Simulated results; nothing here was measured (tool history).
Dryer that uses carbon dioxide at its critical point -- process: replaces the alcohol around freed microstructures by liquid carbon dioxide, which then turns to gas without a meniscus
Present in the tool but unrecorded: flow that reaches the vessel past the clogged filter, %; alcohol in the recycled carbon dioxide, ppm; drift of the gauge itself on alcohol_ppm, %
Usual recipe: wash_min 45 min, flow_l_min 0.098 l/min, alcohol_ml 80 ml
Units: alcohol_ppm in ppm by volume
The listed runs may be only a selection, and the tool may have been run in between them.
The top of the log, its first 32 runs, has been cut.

run	day	wash_min	flow_l_min	alcohol_ml	hours of work since the filter was changed	hours of work since the purifier's bed was changed	alcohol_ppm
33	30.925	34	0.1651	29	131	262	45
34	31.454	34	0.1651	29	137	268	45
35	32.283	28	0.0731	22	146	278	2350
36	32.929	28	0.0731	22	154	285	2416
37	33.721	45	0.1533	44	163	294	36
38	34.558	32	0.1181	29	172	303	267
39	35.642	27	0.116	37	184	315	849
40	36.692	27	0.116	37	196	327	892

Alternative continuations, all from the tool just after run 40; predict every row:
# day 36.975: inlet filter changed
A	37.788	27	0.0898	37	9	339	?
# day 36.975: inlet filter changed
B	37.788	45	0.098	118	9	339	?
# day 36.975: inlet filter changed
C	37.788	53	0.0834	37	9	339	?
# day 36.975: inlet filter changed
D	37.788	27	0.116	37	9	339	?

run	alcohol_ppm
A	1607
B	240
C	97
D	507
Had the tool no hidden state, the same runs would have come out as:
run	alcohol_ppm
A	1496
B	187
C	55
D	442
